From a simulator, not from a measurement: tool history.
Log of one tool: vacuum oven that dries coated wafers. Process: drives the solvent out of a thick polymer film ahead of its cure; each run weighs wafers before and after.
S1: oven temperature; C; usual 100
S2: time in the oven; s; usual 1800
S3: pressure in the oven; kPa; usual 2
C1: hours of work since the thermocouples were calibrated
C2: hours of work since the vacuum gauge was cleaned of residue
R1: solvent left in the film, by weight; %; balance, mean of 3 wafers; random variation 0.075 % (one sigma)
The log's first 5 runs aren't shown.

run     day   S1    S2    S3   C1   C2     R1
  6  12.025  100  1800  4.71  118  317   7.68
  7    14.5  100  1800  4.71  150  349   7.51
  8  16.308  100  1320  4.71  174  373   9.21
  9  19.362  100  1320  4.71  214  413   9.33
 10  20.729  100  1800     2  232  431   5.66
 11  22.533  100   900     2  255  454  10.16
 12   24.65  100  1800     2  283  482   5.83
 13  26.629  100  1800     2  309  508   5.86
 14  28.767  100  1800     2  337  536    5.8
 15  31.717  100  1800     2  375  574   5.84
 16  33.867  100  1800     2  404  602   5.85
 17  36.017  100  1800     2  432  630   5.82
 18  39.033  100  2340  4.41  471  670   6.26
 19  42.162  100  2340  4.41  512  711   6.46
 20  44.946  100  1080  1.15  548  747   8.73
 21  47.138   97  1080  2.14  577  776  10.21

Run 22 comes next. What will it give?
 22  48.688  97  1020  2.14  597  796   ?

R1: 10.76 %
Without the tool's hidden state the same run would have given R1 10.35 %.
